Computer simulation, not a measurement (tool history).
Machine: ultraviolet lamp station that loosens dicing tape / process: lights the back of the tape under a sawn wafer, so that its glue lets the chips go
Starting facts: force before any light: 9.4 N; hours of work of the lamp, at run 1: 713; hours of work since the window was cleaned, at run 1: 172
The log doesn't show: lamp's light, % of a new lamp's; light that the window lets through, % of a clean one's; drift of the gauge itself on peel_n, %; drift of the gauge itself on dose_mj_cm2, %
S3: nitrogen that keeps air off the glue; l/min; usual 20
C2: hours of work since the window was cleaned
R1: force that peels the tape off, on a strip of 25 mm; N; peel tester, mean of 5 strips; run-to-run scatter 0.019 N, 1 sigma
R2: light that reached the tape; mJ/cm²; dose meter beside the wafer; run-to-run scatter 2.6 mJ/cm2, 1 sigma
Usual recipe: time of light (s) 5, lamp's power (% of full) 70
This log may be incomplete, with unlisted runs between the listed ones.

Run 1, day 0.000: usual settings; hours of work of the lamp 713; C2 172. Result: R1 0.919 N, R2 332 mJ/cm².
Run 2, day 0.908: usual settings; hours of work of the lamp 730; C2 189. Result: R1 0.970 N, R2 331 mJ/cm².
Run 3, day 1.612: usual settings; hours of work of the lamp 743; C2 202. Result: R1 0.937 N, R2 333 mJ/cm².
Run 4, day 2.183: usual settings; hours of work of the lamp 754; C2 213. Result: R1 0.936 N, R2 332 mJ/cm².
Run 5, day 3.146: usual settings; hours of work of the lamp 772; C2 231. Result: R1 0.919 N, R2 331 mJ/cm².
Run 6, day 3.767: usual settings; hours of work of the lamp 783; C2 243. Result: R1 0.941 N, R2 334 mJ/cm².
Run 7, day 4.400: usual settings but lamp's power (% of full) 68; hours of work of the lamp 795; C2 255. Result: R1 0.975 N, R2 323 mJ/cm².
Run 8, day 5.075: usual settings but lamp's power (% of full) 68; hours of work of the lamp 808; C2 267. Result: R1 0.989 N, R2 323 mJ/cm².
Run 9, day 5.904: usual settings but time of light (s) 4; hours of work of the lamp 823; C2 283. Result: R1 1.403 N, R2 265 mJ/cm².
Run 10, day 6.796: usual settings but time of light (s) 4; hours of work of the lamp 840; C2 299. Result: R1 1.416 N, R2 263 mJ/cm².
Run 11, day 7.442: usual settings but time of light (s) 4; hours of work of the lamp 852; C2 312. Result: R1 1.379 N, R2 267 mJ/cm².
At day 7.725: window cleaned of glue's vapour.
Run 12, day 8.083: usual settings; hours of work of the lamp 864; C2 7. Result: R1 0.894 N, R2 335 mJ/cm².
Run 13, day 9.079: usual settings; hours of work of the lamp 883; C2 25. Result: R1 0.942 N, R2 332 mJ/cm².
Run 14, day 9.600: usual settings; hours of work of the lamp 892; C2 35. Result: R1 0.956 N, R2 332 mJ/cm².
Run 15, day 10.479: usual settings but time of light (s) 6, lamp's power (% of full) 77, S3 9 l/min; hours of work of the lamp 909; C2 52. Result: R1 1.077 N, R2 444 mJ/cm².
Run 16, day 10.929: usual settings but time of light (s) 3, lamp's power (% of full) 90, S3 13 l/min; hours of work of the lamp 917; C2 60. Result: R1 2.000 N, R2 252 mJ/cm².
Run 17, day 11.658: usual settings but time of light (s) 3, lamp's power (% of full) 90, S3 13 l/min; hours of work of the lamp 931; C2 74. Result: R1 2.009 N, R2 261 mJ/cm².
Run 18, day 12.671: usual settings but time of light (s) 3, lamp's power (% of full) 90, S3 10 l/min; hours of work of the lamp 950; C2 93. Result: R1 2.372 N, R2 259 mJ/cm².
Run 19, day 13.638: usual settings but time of light (s) 2, lamp's power (% of full) 83, S3 16 l/min; hours of work of the lamp 968; C2 111. Result: R1 3.241 N, R2 160 mJ/cm².
Run 20, day 14.246: usual settings but time of light (s) 8, lamp's power (% of full) 64; hours of work of the lamp 979; C2 122. Result: R1 0.441 N, R2 487 mJ/cm².
Run 21, day 14.758: usual settings but time of light (s) 2, lamp's power (% of full) 85; hours of work of the lamp 989; C2 132. Result: R1 2.889 N, R2 167 mJ/cm².
Run 22, day 15.275: usual settings but time of light (s) 2, lamp's power (% of full) 73, S3 39 l/min; hours of work of the lamp 998; C2 141. Result: R1 2.609 N, R2 137 mJ/cm².
Run 23, day 16.192: usual settings but time of light (s) 2, lamp's power (% of full) 73, S3 39 l/min; hours of work of the lamp 1016; C2 159. Result: R1 2.673 N, R2 139 mJ/cm².
Run 24, day 16.742: usual settings but time of light (s) 2, lamp's power (% of full) 96, S3 7 l/min; hours of work of the lamp 1026; C2 169. Result: R1 3.940 N, R2 177 mJ/cm².
Run 25, day 17.375: usual settings but time of light (s) 8, lamp's power (% of full) 85, S3 12 l/min; hours of work of the lamp 1038; C2 181. Result: R1 0.389 N, R2 648 mJ/cm².
Run 26, day 18.271: usual settings but time of light (s) 2, S3 26 l/min; hours of work of the lamp 1055; C2 197. Result: R1 3.282 N, R2 134 mJ/cm².

Forecast run 27:
Run 27, day 18.933: usual settings but lamp's power (% of full) 85, S3 24 l/min; hours of work of the lamp 1067; C2 210. Result: R1 ?, R2 ?.

R1: 0.534 N
R2: 407 mJ/cm²
If the tool had no hidden condition, the same run with the same run-to-run variation would have returned R1 0.532 N, R2 407 mJ/cm².
